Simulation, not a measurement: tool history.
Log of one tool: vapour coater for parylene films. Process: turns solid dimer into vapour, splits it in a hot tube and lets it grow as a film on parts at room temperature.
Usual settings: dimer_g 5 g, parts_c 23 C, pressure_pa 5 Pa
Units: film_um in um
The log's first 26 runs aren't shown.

run	day	dimer_g	parts_c	pressure_pa	film_um
27	25.625	5	19	4.14	1.372
28	26.9	3	16	5.11	0.927
29	28.117	3	16	5.11	0.918
# day 28.367: trap's valve overhauled
30	29.438	5	16	4.6	1.652
31	30.754	5	16	4.6	1.634
32	32.071	5	16	4.6	1.61
33	32.679	3	16	4.6	0.983
34	33.283	3	32	5	0.431
35	33.846	5	24	2.18	1.21
36	35.188	7	33	4.96	0.971

Forecast each of these 3 alternatives for the next run:
A	36.062	7	28	4.96	?
B	36.062	7	17	2.82	?
C	36.062	6	26	11.01	?

run	film_um
A	1.242
B	2.278
C	1.06
Without the tool's hidden state the same runs would have given:
run	film_um
A	1.334
B	2.445
C	1.138

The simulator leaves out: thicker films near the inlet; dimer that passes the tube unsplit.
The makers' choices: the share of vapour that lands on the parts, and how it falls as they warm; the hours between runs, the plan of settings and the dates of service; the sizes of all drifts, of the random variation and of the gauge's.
